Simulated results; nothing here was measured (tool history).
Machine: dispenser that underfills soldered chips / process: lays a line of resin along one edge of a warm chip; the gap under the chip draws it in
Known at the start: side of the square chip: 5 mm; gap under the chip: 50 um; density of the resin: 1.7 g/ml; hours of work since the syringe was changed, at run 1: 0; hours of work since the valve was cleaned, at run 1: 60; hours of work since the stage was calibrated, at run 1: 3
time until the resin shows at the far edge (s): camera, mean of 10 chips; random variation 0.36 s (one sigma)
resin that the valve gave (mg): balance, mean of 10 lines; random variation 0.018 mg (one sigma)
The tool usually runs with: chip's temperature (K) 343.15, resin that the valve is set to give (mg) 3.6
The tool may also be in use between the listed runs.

run,hour,chip's temperature (K),resin that the valve is set to give (mg),hours of work since the syringe was changed,hours of work since the valve was cleaned,hours of work since the stage was calibrated,time until the resin shows at the far edge (s),resin that the valve gave (mg)
1,0,343.15,3.6,0,60,3,19.7,3.47
2,3.9,343.15,4.47,3,63,6,24.8,4.31
3,6.9,343.15,3.95,5,65,8,30.4,3.78
4,10.5,343.15,3.95,7,68,10,36.6,3.81
# hour 15.3: new syringe of resin
5,15.4,343.15,3.6,0,71,14,20.1,3.43
# hour 18.5: dispensing valve cleaned and set on the balance
6,18.6,343.15,3.6,2,0,15,22.7,3.61
7,23.6,343.15,3.6,5,3,18,31.6,3.57
8,28.7,343.15,3.6,8,7,22,42.8,3.55
# hour 31.6: new syringe of resin
9,34.4,343.15,3.6,2,11,26,23.7,3.53
10,37.3,343.15,3.19,4,13,28,28.3,3.18
11,41.6,355.15,3.6,7,16,31,25.3,3.54
# hour 46.6: new syringe of resin
12,46.6,343.15,3.6,0,19,34,20.1,3.53
13,49,343.15,3.6,2,21,36,23.8,3.55
14,53.9,343.15,3.6,5,24,39,31.4,3.51
15,56.2,354.15,3.6,7,25,40,26.2,3.53
16,59.4,354.15,4.51,9,28,43,31.1,4.43
# hour 61.7: new syringe of resin
17,64.1,354.15,4.51,2,31,46,16.2,4.42
18,69.3,354.15,4.51,5,34,49,22.3,4.42
19,74.1,354.15,4.51,9,37,52,30.5,4.39
# hour 76.9: new syringe of resin
20,78.8,354.15,3.39,1,40,55,15.6,3.31
21,82.2,342.15,4.31,4,43,58,28,4.2
22,84.9,351.15,3.84,6,45,60,25.6,3.72
23,90.1,330.15,4.32,9,48,63,65.9,4.18
# hour 91.9: new syringe of resin
24,92.8,330.15,4.32,1,50,65,30.5,4.21
25,96.1,345.15,4.15,3,52,67,23.7,4.03
26,99.1,348.15,3.27,5,54,69,25.8,3.14
27,103.3,336.15,3.36,8,57,72,49.8,3.27
# hour 107: new syringe of resin
28,107.9,336.15,3.36,1,60,75,26.6,3.27
29,110.6,336.15,3.25,2,62,77,30.7,3.12
30,113,336.15,3.25,4,63,78,35.8,3.11
31,115.5,336.15,3.25,6,65,80,42.3,3.11
32,119.7,336.15,3.25,9,68,83,54.7,3.09
# hour 122.1: new syringe of resin
33,122.6,336.15,3.25,0,70,85,25.4,3.1
# hour 127.2: dispensing valve cleaned and set on the balance
34,128.8,339.15,4.33,4,1,88,30.6,4.33
35,134.2,351.15,3.73,8,5,92,29.9,3.75
# hour 138.3: new syringe of resin
36,138.6,351.15,3.73,0,8,95,16.1,3.71

Hidden state at the last listed run before each entry between runs and at the first one after, where it differs:
In the gap between runs 4 and 5: new syringe of resin (hour 15.3)
  resin's viscosity, % of fresh resin's: 187.4 -> 102; dose that the valve gives, % of what is set: 96.01 -> 95.84; true chip temperature over the reading, C: -0.27 -> -0.26
  measured minus no-state result, time until the resin shows at the far edge (s): +17.3 -> +0.7; resin that the valve gave (mg): -0.16 -> -0.14
In the gap between runs 5 and 6: dispensing valve cleaned and set on the balance (hour 18.5)
  resin's viscosity, % of fresh resin's: 102 -> 116.5; dose that the valve gives, % of what is set: 95.84 -> 99.67; true chip temperature over the reading, C: -0.26 -> -0.25
  measured minus no-state result, time until the resin shows at the far edge (s): +0.7 -> +3.4; resin that the valve gave (mg): -0.14 -> -0.01
In the gap between runs 8 and 9: new syringe of resin (hour 31.6)
  resin's viscosity, % of fresh resin's: 213.6 -> 118.6; dose that the valve gives, % of what is set: 99.29 -> 99.07; true chip temperature over the reading, C: -0.23 -> -0.21
  measured minus no-state result, time until the resin shows at the far edge (s): +22.9 -> +3.8; resin that the valve gave (mg): -0.03 -> -0.04
In the gap between runs 11 and 12: new syringe of resin (hour 46.6)
  resin's viscosity, % of fresh resin's: 182.7 -> 100.5; dose that the valve gives, % of what is set: 98.79 -> 98.6; true chip temperature over the reading, C: -0.2 -> -0.18
  measured minus no-state result, time until the resin shows at the far edge (s): +11.8 -> +0.2; resin that the valve gave (mg): -0.04 -> -0.05
In the gap between runs 16 and 17: new syringe of resin (hour 61.7)
  resin's viscosity, % of fresh resin's: 218.4 -> 114.8; dose that the valve gives, % of what is set: 98.06 -> 97.89; true chip temperature over the reading, C: -0.15 -> -0.14
  measured minus no-state result, time until the resin shows at the far edge (s): +17.1 -> +2.2; resin that the valve gave (mg): -0.08 -> -0.09
In the gap between runs 19 and 20: new syringe of resin (hour 76.9)
  resin's viscosity, % of fresh resin's: 210.2 -> 110.2; dose that the valve gives, % of what is set: 97.5 -> 97.33; true chip temperature over the reading, C: -0.12 -> -0.11
  measured minus no-state result, time until the resin shows at the far edge (s): +15.9 -> +1.5; resin that the valve gave (mg): -0.12 -> -0.09
In the gap between runs 23 and 24: new syringe of resin (hour 91.9)
  resin's viscosity, % of fresh resin's: 218.9 -> 104.7; dose that the valve gives, % of what is set: 96.87 -> 96.77
  measured minus no-state result, time until the resin shows at the far edge (s): +35.9 -> +1.5; resin that the valve gave (mg): -0.14 -> -0.14
In the gap between runs 27 and 28: new syringe of resin (hour 107)
  resin's viscosity, % of fresh resin's: 197.1 -> 106; dose that the valve gives, % of what is set: 96.36 -> 96.18; true chip temperature over the reading, C: -0.05 -> -0.04
  measured minus no-state result, time until the resin shows at the far edge (s): +24.7 -> +1.6; resin that the valve gave (mg): -0.12 -> -0.13
In the gap between runs 32 and 33: new syringe of resin (hour 122.1)
  resin's viscosity, % of fresh resin's: 216.4 -> 101.8; dose that the valve gives, % of what is set: 95.7 -> 95.59
  measured minus no-state result, time until the resin shows at the far edge (s): +29.4 -> +0.7; resin that the valve gave (mg): -0.14 -> -0.14
In the gap between runs 33 and 34: dispensing valve cleaned and set on the balance (hour 127.2)
  resin's viscosity, % of fresh resin's: 101.8 -> 139.6; dose that the valve gives, % of what is set: 95.59 -> 99.9; true chip temperature over the reading, C: -0.01 -> 0.01
  measured minus no-state result, time until the resin shows at the far edge (s): +0.7 -> +8.7; resin that the valve gave (mg): -0.14 -> +0
In the gap between runs 35 and 36: new syringe of resin (hour 138.3)
  resin's viscosity, % of fresh resin's: 193.8 -> 100.9; dose that the valve gives, % of what is set: 99.7 -> 99.53; true chip temperature over the reading, C: 0.02 -> 0.03
  measured minus no-state result, time until the resin shows at the far edge (s): +14.6 -> +0.1; resin that the valve gave (mg): -0.01 -> -0.02
